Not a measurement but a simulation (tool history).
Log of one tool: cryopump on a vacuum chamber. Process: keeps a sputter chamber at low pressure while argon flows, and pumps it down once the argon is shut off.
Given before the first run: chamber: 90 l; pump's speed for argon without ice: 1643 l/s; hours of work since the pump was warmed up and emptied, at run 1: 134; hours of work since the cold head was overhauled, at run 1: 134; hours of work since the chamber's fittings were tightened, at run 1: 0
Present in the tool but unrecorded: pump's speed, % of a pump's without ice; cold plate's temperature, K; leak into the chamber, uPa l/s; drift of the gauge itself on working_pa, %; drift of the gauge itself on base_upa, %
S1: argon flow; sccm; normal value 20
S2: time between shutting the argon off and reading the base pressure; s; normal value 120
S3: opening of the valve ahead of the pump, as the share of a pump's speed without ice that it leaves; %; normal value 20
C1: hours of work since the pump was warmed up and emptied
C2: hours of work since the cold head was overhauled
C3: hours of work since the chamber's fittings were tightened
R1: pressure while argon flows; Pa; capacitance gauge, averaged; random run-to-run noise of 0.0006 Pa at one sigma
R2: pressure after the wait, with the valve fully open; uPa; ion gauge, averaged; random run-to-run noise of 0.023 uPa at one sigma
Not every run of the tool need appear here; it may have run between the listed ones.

| run | hour | S1 | S2 | S3 | C1 | C2 | C3 | R1 | R2 |
|---|---|---|---|---|---|---|---|---|---|
| 1 | 0 | 20 | 120 | 20 | 134 | 134 | 0 | 0.1035 | 0.83 |
| 2 | 35.1 | 20 | 120 | 20 | 149 | 149 | 15 | 0.1041 | 0.85 |
| 3 | 56.7 | 20 | 120 | 20 | 158 | 158 | 24 | 0.1031 | 0.8 |
| 4 | 79.3 | 8 | 120 | 20 | 167 | 167 | 33 | 0.0417 | 0.83 |
| 5 | 109 | 8 | 120 | 20 | 180 | 180 | 46 | 0.0409 | 0.89 |
| 6 | 147.8 | 8 | 120 | 20 | 196 | 196 | 62 | 0.0417 | 0.85 |
| 7 | 182.6 | 20 | 120 | 20 | 211 | 211 | 77 | 0.1044 | 0.84 |
| 8 | 210.5 | 20 | 189 | 20 | 222 | 222 | 89 | 0.104 | 0.69 |
| 9 | 229 | 20 | 189 | 20 | 230 | 230 | 96 | 0.1041 | 0.7 |
| 10 | 259.7 | 20 | 120 | 20 | 243 | 243 | 109 | 0.1045 | 0.91 |
| 11 | 286.8 | 20 | 120 | 20 | 255 | 255 | 121 | 0.1048 | 0.96 |
| 12 | 318 | 20 | 64 | 20 | 268 | 268 | 134 | 0.1047 | 1.5 |
| 13 | 340.2 | 20 | 64 | 20 | 277 | 277 | 143 | 0.1048 | 1.53 |
| 14 | 368.5 | 20 | 64 | 20 | 289 | 289 | 155 | 0.1028 | 1.53 |
| 15 | 411.4 | 20 | 64 | 20 | 307 | 307 | 173 | 0.1035 | 1.51 |
| 16 | 451 | 20 | 120 | 25 | 324 | 324 | 190 | 0.0843 | 0.99 |
| 17 | 478.5 | 20 | 120 | 33 | 335 | 335 | 202 | 0.0649 | 0.97 |
| 18 | 523 | 9 | 43 | 16 | 354 | 354 | 220 | 0.058 | 2.16 |
| 19 | 557.5 | 14 | 95 | 57 | 369 | 369 | 235 | 0.0266 | 1.19 |
| 20 | 586.6 | 14 | 95 | 57 | 381 | 381 | 247 | 0.0272 | 1.18 |
| 21 | 623.4 | 18 | 23 | 55 | 396 | 396 | 263 | 0.0353 | 3.65 |
| 22 | 661.8 | 37 | 53 | 49 | 413 | 413 | 279 | 0.0809 | 1.85 |
| 23 | 699.5 | 19 | 72 | 46 | 428 | 428 | 295 | 0.0442 | 1.47 |
| 24 | 743.3 | 19 | 50 | 40 | 447 | 447 | 313 | 0.0515 | 1.91 |
| 25 | 765.1 | 19 | 50 | 40 | 456 | 456 | 322 | 0.0517 | 1.98 |
| 26 | 803.4 | 19 | 50 | 40 | 472 | 472 | 338 | 0.0521 | 2 |
| 27 | 847.4 | 14 | 120 | 28 | 491 | 491 | 357 | 0.0534 | 1.07 |
| 28 | 888.7 | 20 | 39 | 24 | 508 | 508 | 374 | 0.0892 | 2.43 |
| 29 | 914.3 | 9 | 120 | 44 | 519 | 519 | 385 | 0.0228 | 1.15 |
| 30 | 948.2 | 11 | 120 | 16 | 533 | 533 | 399 | 0.0725 | 1.16 |
| 31 | 992.8 | 11 | 120 | 16 | 552 | 552 | 418 | 0.0726 | 1.17 |
| 32 | 1014.8 | 13 | 50 | 24 | 561 | 561 | 427 | 0.0573 | 2.03 |
| 33 | 1059.4 | 13 | 50 | 24 | 580 | 580 | 446 | 0.0576 | 2.09 |
| 34 | 1095.3 | 16 | 120 | 23 | 595 | 595 | 461 | 0.0744 | 1.2 |

Consider 5 possible next runs. They are alternatives, not a sequence: every one starts from the tool as it was left by run 34. What does each give?
| A | 1119 | 17 | 120 | 23 | 605 | 605 | 471 | ? | ? |
| B | 1119 | 10 | 74 | 20 | 605 | 605 | 471 | ? | ? |
| C | 1119 | 20 | 120 | 18 | 605 | 605 | 471 | ? | ? |
| D | 1119 | 34 | 120 | 20 | 605 | 605 | 471 | ? | ? |
| E | 1119 | 24 | 249 | 23 | 605 | 605 | 471 | ? | ? |

| run | R1 | R2 |
|---|---|---|
| A | 0.0784 | 1.28 |
| B | 0.0539 | 1.6 |
| C | 0.1175 | 1.25 |
| D | 0.1806 | 1.29 |
| E | 0.1097 | 0.94 |
Take away the tool's hidden state, keep each run's random variation, and the runs would have read:
| run | R1 | R2 |
|---|---|---|
| A | 0.0755 | 0.85 |
| B | 0.0522 | 1.17 |
| C | 0.1141 | 0.82 |
| D | 0.1748 | 0.85 |
| E | 0.1056 | 0.51 |
